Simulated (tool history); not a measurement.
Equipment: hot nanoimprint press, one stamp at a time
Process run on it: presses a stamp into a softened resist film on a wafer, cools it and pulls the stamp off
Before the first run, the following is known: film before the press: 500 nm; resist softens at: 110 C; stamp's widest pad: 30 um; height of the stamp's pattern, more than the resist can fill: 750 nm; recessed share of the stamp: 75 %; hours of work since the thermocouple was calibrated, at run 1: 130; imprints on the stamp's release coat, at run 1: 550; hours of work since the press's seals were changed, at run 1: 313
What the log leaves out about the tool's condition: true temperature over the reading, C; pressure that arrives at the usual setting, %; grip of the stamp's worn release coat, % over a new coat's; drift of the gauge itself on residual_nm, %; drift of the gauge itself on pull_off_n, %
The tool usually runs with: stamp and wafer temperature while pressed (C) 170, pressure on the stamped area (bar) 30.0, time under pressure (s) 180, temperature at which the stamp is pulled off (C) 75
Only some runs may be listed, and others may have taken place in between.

run   hour  stamp and wafer temperature while pressed (C)  pressure on the stamped area (bar)  time under pressure (s)  temperature at which the stamp is pulled off (C)  hours of work since the thermocouple was calibrated  imprints on the stamp's release coat  hours of work since the press's seals were changed  resist left under the stamp's widest pad (Å)  greatest force while the stamp is pulled off (N)
  1    0.0                                            170                                30.0                      180                                                75                                                  130                                   550                                                 313                                          2787                                               214
  2   22.6                                            170                                30.0                      180                                                75                                                  139                                   614                                                 323                                          2798                                               222
  3   42.9                                            170                                30.0                      180                                                75                                                  148                                   671                                                 331                                          2807                                               218
  4   88.5                                            182                                30.0                      180                                                75                                                  166                                   799                                                 350                                          1456                                               221
  5  112.0                                            182                                30.0                      180                                                75                                                  176                                   865                                                 360                                          1456                                               235
  6  135.6                                            182                                30.0                      180                                                75                                                  186                                   931                                                 369                                          1462                                               234
  7  162.1                                            182                                30.0                      180                                                75                                                  197                                  1005                                                 380                                          1453                                               228
  8  207.6                                            169                                30.0                      180                                                75                                                  216                                  1133                                                 399                                          2940                                               234
  9  248.9                                            169                                30.0                      180                                                75                                                  233                                  1249                                                 416                                          2922                                               242
     253.8  -- plate thermocouple calibrated
 10  294.0                                            170                                30.0                      180                                                75                                                   17                                  1367                                                 433                                          2747                                               251
 11  315.0                                            170                                30.0                      180                                                75                                                   25                                  1426                                                 442                                          2747                                               247
 12  351.0                                            167                                30.0                      180                                                75                                                   40                                  1527                                                 457                                          3166                                               253
 13  396.6                                            167                                21.9                      180                                                75                                                   59                                  1655                                                 476                                          3517                                               257
     437.4  -- stamp cleaned and given a new release coat
 14  448.6                                            167                                21.9                      180                                                75                                                   78                                    31                                                 495                                          3528                                               184
 15  477.4                                            167                                21.9                      180                                                75                                                   90                                   112                                                 507                                          3515                                               191
 16  516.9                                            163                                37.8                      196                                                65                                                  106                                   223                                                 523                                          3417                                               241
     535.6  -- plate thermocouple calibrated, once more
 17  553.0                                            165                                31.3                      248                                                68                                                    7                                   316                                                 536                                          3248                                               227
 18  585.8                                            175                                22.2                      180                                                82                                                   21                                   408                                                 550                                          2513                                               183
 19  630.3                                            170                                21.2                      129                                                75                                                   39                                   533                                                 568                                          3524                                               212
 20  656.0                                            170                                21.2                      129                                                75                                                   50                                   605                                                 579                                          3526                                               213
 21  682.8                                            170                                21.2                      129                                                75                                                   61                                   680                                                 590                                          3533                                               214
 22  715.9                                            170                                21.2                      110                                                77                                                   74                                   773                                                 604                                          3663                                               206
 23  760.4                                            170                                21.2                      110                                                77                                                   93                                   898                                                 622                                          3651                                               230
 24  806.5                                            170                                30.0                      197                                                68                                                  112                                  1028                                                 641                                          2750                                               264
 25  853.7                                            170                                30.0                      161                                                73                                                  131                                  1160                                                 660                                          2932                                               246
 26  882.0                                            170                                30.0                      161                                                73                                                  143                                  1239                                                 672                                          2936                                               256
 27  914.9                                            170                                40.9                      180                                                75                                                  156                                  1332                                                 686                                          2464                                               259
 28  938.6                                            170                                40.9                      180                                                75                                                  166                                  1398                                                 695                                          2472                                               243
 29  964.8                                            171                                43.2                      235                                                68                                                  177                                  1472                                                 706                                          2072                                               292

3 options for the next run, each taken on its own from the tool as it stands now. Forecast them:
  A  991.7                                            163                                21.7                      180                                                75                                                  188                                  1547                                                 717                                             ?                                                 ?
  B  991.7                                            171                                43.2                      106                                                83                                                  188                                  1547                                                 717                                             ?                                                 ?
  C  991.7                                            176                                34.8                      235                                                68                                                  188                                  1547                                                 717                                             ?                                                 ?

run  resist left under the stamp's widest pad (Å)  greatest force while the stamp is pulled off (N)
  A                                          4098                                               258
  B                                          2729                                               209
  C                                          1713                                               278
Stripped of hidden state, with their random variation kept, the same runs would have yielded:
run  resist left under the stamp's widest pad (Å)  greatest force while the stamp is pulled off (N)
  A                                          4135                                               194
  B                                          2747                                               158
  C                                          1731                                               210
